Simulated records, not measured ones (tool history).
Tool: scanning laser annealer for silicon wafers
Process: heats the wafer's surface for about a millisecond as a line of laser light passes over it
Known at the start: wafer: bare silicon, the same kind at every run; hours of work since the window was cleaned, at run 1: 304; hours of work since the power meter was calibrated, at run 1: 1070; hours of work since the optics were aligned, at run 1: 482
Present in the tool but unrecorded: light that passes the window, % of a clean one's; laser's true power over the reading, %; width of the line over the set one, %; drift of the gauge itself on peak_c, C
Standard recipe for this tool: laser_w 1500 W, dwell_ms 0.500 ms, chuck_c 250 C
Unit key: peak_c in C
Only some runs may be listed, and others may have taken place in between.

run	hour	laser_w	dwell_ms	chuck_c	hours of work since the window was cleaned	hours of work since the power meter was calibrated	hours of work since the optics were aligned	peak_c
1	0.0	1500	0.500	250	304	1070	482	1011
2	49.0	1500	0.500	250	337	1102	515	1009
3	125.0	1370	0.500	250	387	1153	565	938
4	194.9	1370	0.500	250	433	1199	612	938
5	234.2	1370	0.500	250	459	1225	638	938
6	310.6	1592	0.500	250	510	1276	688	1049
7	382.6	1592	0.500	250	558	1323	736	1049
8	442.7	1592	0.500	250	598	1363	776	1045
9	479.4	1438	0.500	250	622	1388	800	961
10	517.7	1438	0.500	250	647	1413	826	960
11	567.7	1438	0.500	250	680	1446	859	960
12	633.9	1500	0.500	250	724	1490	903	990
13	695.1	1500	0.500	250	765	1531	943	984
14	764.3	1500	0.500	250	811	1577	989	984
# hour 778.5: window over the wafer cleaned
15	812.6	1500	0.398	250	23	1607	1020	935
16	861.9	1500	0.398	250	55	1640	1052	933
17	899.5	1500	0.398	250	80	1665	1077	931
18	948.6	1500	0.500	250	113	1697	1110	1009
19	1006.1	1500	0.500	250	151	1735	1148	1003
20	1056.1	1500	0.500	250	184	1769	1181	1002
21	1131.2	1500	0.500	250	234	1818	1231	998
22	1179.1	1500	0.500	250	266	1850	1263	997
23	1222.4	1500	0.500	250	294	1879	1291	994
# hour 1233.3: optics aligned, line set to its width
24	1304.5	1328	0.500	264	345	1930	47	936
25	1352.4	1553	0.546	250	377	1962	79	1071
26	1396.2	1500	0.522	233	406	1991	108	1008
27	1449.6	1424	0.560	276	442	2026	143	1031
# hour 1456.2: laser's power meter calibrated
28	1499.2	1424	0.419	276	472	29	174	930
29	1541.5	1424	0.419	276	501	57	202	931
30	1572.8	1500	0.500	286	521	77	223	1034
31	1613.2	1500	0.500	286	548	104	250	1033
32	1645.0	1500	0.500	286	569	125	271	1032
33	1717.0	1500	0.543	214	617	173	319	986
# hour 1757.8: laser's power meter calibrated, once more
34	1763.8	1641	0.524	214	646	4	348	1057
35	1801.1	1500	0.585	215	671	29	372	1023
36	1855.8	1426	0.585	260	707	65	409	1025
37	1891.7	1461	0.462	258	731	89	432	965
38	1955.3	1293	0.415	251	773	131	475	838
39	1987.2	1312	0.541	284	794	152	496	958
# hour 2025.8: window over the wafer cleaned
40	2039.3	1567	0.548	274	9	185	529	1119
41	2098.8	1567	0.548	274	48	225	568	1113

Hidden condition of the tool, last listed run before each entry between runs versus first listed run after:
Runs 14 to 15: window over the wafer cleaned (hour 778.5)
  light that passes the window, % of a clean one's: 96.36 -> 99.79; laser's true power over the reading, %: -0.79 -> -0.8; width of the line over the set one, %: 3.51 -> 3.61
  difference, measured minus the result without the unlogged condition, peak_c: -50 -> -22 C
Runs 23 to 24: optics aligned, line set to its width (hour 1233.3)
  light that passes the window, % of a clean one's: 98.49 -> 98.26; laser's true power over the reading, %: -0.89 -> -0.91; width of the line over the set one, %: 4.56 -> 0.38
  difference, measured minus the result without the unlogged condition, peak_c: -39 -> -20 C
Runs 27 to 28: laser's power meter calibrated (hour 1456.2)
  light that passes the window, % of a clean one's: 97.78 -> 97.64; laser's true power over the reading, %: -0.94 -> -1.36; width of the line over the set one, %: 0.72 -> 0.83
  difference, measured minus the result without the unlogged condition, peak_c: -28 -> -29 C
Runs 33 to 34: laser's power meter calibrated, once more (hour 1757.8)
  light that passes the window, % of a clean one's: 96.95 -> 96.8; laser's true power over the reading, %: -1.41 -> 0.08; width of the line over the set one, %: 1.32 -> 1.41
  difference, measured minus the result without the unlogged condition, peak_c: -43 -> -35 C
Runs 39 to 40: window over the wafer cleaned (hour 2025.8)
  light that passes the window, % of a clean one's: 96.1 -> 99.88; laser's true power over the reading, %: 0.03 -> 0.02; width of the line over the set one, %: 1.92 -> 2.03
  difference, measured minus the result without the unlogged condition, peak_c: -36 -> -11 C
